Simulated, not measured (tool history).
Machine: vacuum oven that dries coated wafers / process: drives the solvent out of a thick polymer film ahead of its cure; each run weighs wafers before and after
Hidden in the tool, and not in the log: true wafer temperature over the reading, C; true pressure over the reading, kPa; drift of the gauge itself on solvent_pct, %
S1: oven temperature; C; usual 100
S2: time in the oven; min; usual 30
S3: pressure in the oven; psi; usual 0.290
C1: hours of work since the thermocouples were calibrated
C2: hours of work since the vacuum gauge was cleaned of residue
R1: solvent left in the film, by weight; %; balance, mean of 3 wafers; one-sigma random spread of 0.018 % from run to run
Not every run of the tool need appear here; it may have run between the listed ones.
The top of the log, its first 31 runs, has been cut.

run	day	S1	S2	S3	C1	C2	R1
32	44.488	98	21	0.386	289	739	4.85
# day 44.733: vacuum gauge cleaned of residue and calibrated
33	45.500	98	21	0.513	300	9	5.06
34	46.562	112	21	0.235	312	21	1.36
35	47.858	112	21	0.235	327	36	1.34
36	49.575	101	38	0.751	347	57	2.58
37	51.517	109	15	0.170	370	79	3.08
38	52.975	105	53	0.283	387	96	0.72
39	54.683	98	31	0.400	407	116	3.04
40	55.717	94	30	0.263	419	128	3.85
# day 56.538: vacuum gauge cleaned of residue and calibrated, once more
41	56.858	100	30	0.191	432	4	2.13
42	57.888	100	30	0.595	444	16	3.04
43	59.646	100	30	0.595	464	36	2.99
44	60.750	99	17	0.950	477	49	6.53
45	61.988	100	23	0.830	491	64	4.56
46	62.812	100	23	0.830	501	73	4.53
47	64.475	103	32	0.880	521	93	2.78
48	65.875	90	43	0.364	537	109	3.47

Here are 3 independent what-if runs from the current tool condition. What would each one return?
A	66.796	95	53	0.364	548	120	?
B	66.796	85	18	0.364	548	120	?
C	66.796	109	28	0.364	548	120	?

run	R1
A	1.74
B	9.53
C	1.20
Stripped of hidden state, with their random variation kept, the same runs would have yielded:
run	R1
A	1.91
B	9.86
C	1.33
